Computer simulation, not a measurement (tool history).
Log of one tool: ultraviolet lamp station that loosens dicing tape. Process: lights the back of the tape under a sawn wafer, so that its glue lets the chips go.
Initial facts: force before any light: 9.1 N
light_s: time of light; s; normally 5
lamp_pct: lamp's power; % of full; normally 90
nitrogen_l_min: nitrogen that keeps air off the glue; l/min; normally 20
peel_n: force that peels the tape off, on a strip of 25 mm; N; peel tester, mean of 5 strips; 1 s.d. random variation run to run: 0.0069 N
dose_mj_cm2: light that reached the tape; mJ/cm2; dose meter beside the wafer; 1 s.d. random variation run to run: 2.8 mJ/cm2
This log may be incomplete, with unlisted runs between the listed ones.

run,day,light_s,lamp_pct,nitrogen_l_min,peel_n,dose_mj_cm2
1,0.000,5,90,20,0.557,291
2,0.667,5,90,20,0.588,293
3,1.371,5,90,20,0.570,291
4,2.192,5,90,20,0.612,285
5,2.758,5,90,20,0.641,283
6,3.379,2,90,26,2.689,112
7,4.250,2,90,26,2.390,122
8,4.808,2,90,26,2.586,119
9,5.358,10,70,27,0.119,471
10,5.729,5,65,20,1.121,216

The log once held 1 entry between its listed runs, left out of this copy. Where does each go, and what is different about the tool's unlogged condition between the listed run before it and the listed run after it?
After run 6, before run 7: window cleaned of glue's vapour (day 3.762)
  lamp's light, % of a new lamp's: 77.3 -> 76.7; light that the window lets through, % of a clean one's: 91.5 -> 99.2
  what was measured, less what the result would be without the hidden state, peel_n: +1.050 -> +0.795 N; dose_mj_cm2: -47 -> -39 mJ/cm2
